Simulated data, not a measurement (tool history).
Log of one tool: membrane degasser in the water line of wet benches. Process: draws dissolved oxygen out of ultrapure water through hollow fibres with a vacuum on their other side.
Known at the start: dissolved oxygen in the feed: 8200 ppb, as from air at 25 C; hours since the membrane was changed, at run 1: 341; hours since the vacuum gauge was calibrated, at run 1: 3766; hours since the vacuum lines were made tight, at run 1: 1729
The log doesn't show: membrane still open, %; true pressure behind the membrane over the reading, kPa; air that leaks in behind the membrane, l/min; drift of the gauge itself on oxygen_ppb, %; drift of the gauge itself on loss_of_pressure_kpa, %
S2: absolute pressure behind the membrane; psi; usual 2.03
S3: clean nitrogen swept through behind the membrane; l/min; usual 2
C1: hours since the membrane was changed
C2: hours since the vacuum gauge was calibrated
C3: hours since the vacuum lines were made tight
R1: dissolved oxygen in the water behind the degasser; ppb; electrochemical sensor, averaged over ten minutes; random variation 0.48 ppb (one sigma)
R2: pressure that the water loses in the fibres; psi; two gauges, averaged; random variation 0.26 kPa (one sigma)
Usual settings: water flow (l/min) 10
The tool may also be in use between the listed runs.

run 1 hour=0 | water_flow_(l/min)=10 S2=2.03 S3=2 | C1=341 C2=3766 C3=1729 | R1=134.8 R2=10.154
run 2 hour=67.6 | water_flow_(l/min)=10 S2=2.03 S3=2 | C1=408 C2=3834 C3=1796 | R1=134.1 R2=10.084
run 3 hour=99.9 | water_flow_(l/min)=10 S2=4.09 S3=2 | C1=441 C2=3866 C3=1829 | R1=299.1 R2=10.142
-- hour=151.1 vacuum gauge calibrated
run 4 hour=152.1 | water_flow_(l/min)=10 S2=4.09 S3=2 | C1=492 C2=1 C3=1880 | R1=299.9 R2=10.138
run 5 hour=220.1 | water_flow_(l/min)=10 S2=4.09 S3=2 | C1=560 C2=69 C3=1948 | R1=301.3 R2=10.118
run 6 hour=284.1 | water_flow_(l/min)=10 S2=4.97 S3=2 | C1=624 C2=133 C3=2012 | R1=371.3 R2=10.212
run 7 hour=322.6 | water_flow_(l/min)=10 S2=4.97 S3=2 | C1=663 C2=172 C3=2051 | R1=370.5 R2=10.171
run 8 hour=384 | water_flow_(l/min)=10 S2=4.97 S3=2 | C1=724 C2=233 C3=2112 | R1=370.7 R2=10.084
run 9 hour=421.9 | water_flow_(l/min)=10 S2=4.97 S3=2 | C1=762 C2=271 C3=2150 | R1=370.5 R2=10.19
run 10 hour=465.5 | water_flow_(l/min)=10 S2=2.03 S3=2 | C1=806 C2=314 C3=2194 | R1=135.9 R2=10.082
run 11 hour=530.6 | water_flow_(l/min)=10 S2=2.03 S3=2 | C1=871 C2=380 C3=2259 | R1=134.9 R2=10.087
run 12 hour=580.9 | water_flow_(l/min)=10 S2=2.03 S3=2 | C1=921 C2=430 C3=2309 | R1=136.2 R2=10.166
run 13 hour=637.2 | water_flow_(l/min)=10 S2=2.03 S3=2 | C1=977 C2=486 C3=2366 | R1=136.5 R2=10.124
run 14 hour=675.7 | water_flow_(l/min)=10 S2=2.03 S3=2 | C1=1016 C2=525 C3=2404 | R1=135.7 R2=10.179
run 15 hour=709.9 | water_flow_(l/min)=10 S2=2.03 S3=2 | C1=1050 C2=559 C3=2438 | R1=136.2 R2=10.137
run 16 hour=765.8 | water_flow_(l/min)=16 S2=2.03 S3=2 | C1=1106 C2=615 C3=2494 | R1=217.9 R2=16.172
run 17 hour=826.7 | water_flow_(l/min)=8 S2=2.03 S3=5.16 | C1=1167 C2=676 C3=2555 | R1=45.1 R2=8.106
run 18 hour=876.5 | water_flow_(l/min)=8 S2=2.03 S3=5.16 | C1=1217 C2=725 C3=2605 | R1=45.2 R2=8.195
run 19 hour=915.2 | water_flow_(l/min)=6 S2=3.29 S3=2 | C1=1255 C2=764 C3=2644 | R1=146.9 R2=6.087
run 20 hour=984.2 | water_flow_(l/min)=6 S2=3.29 S3=2 | C1=1324 C2=833 C3=2712 | R1=147 R2=6.077
run 21 hour=1019.6 | water_flow_(l/min)=9 S2=3.52 S3=0.82 | C1=1360 C2=869 C3=2748 | R1=527.3 R2=9.124
-- hour=1052.3 gauge calibrated
run 22 hour=1053.3 | water_flow_(l/min)=9 S2=3.52 S3=0.82 | C1=1393 C2=902 C3=2782 | R1=519.3 R2=9.134
run 23 hour=1099.1 | water_flow_(l/min)=12 S2=1.51 S3=2.04 | C1=1439 C2=948 C3=2827 | R1=107.5 R2=12.13
run 24 hour=1131.2 | water_flow_(l/min)=10 S2=1.33 S3=4.38 | C1=1471 C2=980 C3=2860 | R1=38 R2=10.092
run 25 hour=1184.3 | water_flow_(l/min)=10 S2=1.33 S3=4.38 | C1=1524 C2=1033 C3=2913 | R1=38.2 R2=10.142
run 26 hour=1213.4 | water_flow_(l/min)=10 S2=1.33 S3=4.38 | C1=1554 C2=1062 C3=2942 | R1=38.2 R2=10.087
run 27 hour=1258 | water_flow_(l/min)=10 S2=1.33 S3=4.38 | C1=1598 C2=1107 C3=2986 | R1=38 R2=10.093
run 28 hour=1312 | water_flow_(l/min)=10 S2=1.33 S3=4.38 | C1=1652 C2=1161 C3=3040 | R1=38.1 R2=10.174
run 29 hour=1364.2 | water_flow_(l/min)=11 S2=2.23 S3=4.9 | C1=1704 C2=1213 C3=3092 | R1=73 R2=11.132
run 30 hour=1431.3 | water_flow_(l/min)=11 S2=2.23 S3=4.9 | C1=1772 C2=1280 C3=3160 | R1=73 R2=11.219
run 31 hour=1493.8 | water_flow_(l/min)=14 S2=2.29 S3=2.01 | C1=1834 C2=1343 C3=3222 | R1=218 R2=14.225

Hidden state at the last listed run before each entry between runs and at the first one after, where it differs:
Between runs 3 and 4: vacuum gauge calibrated (hour 151.1)
  drift of the gauge itself on oxygen_ppb, %: 0.2 -> 0.31
  measured less the result without the state, R1: +0.6 -> +0.9 ppb
Between runs 21 and 22: gauge calibrated (hour 1052.3)
  drift of the gauge itself on oxygen_ppb, %: 2.05 -> 0
  measured less the result without the state, R1: +10.6 -> +0.1 ppb
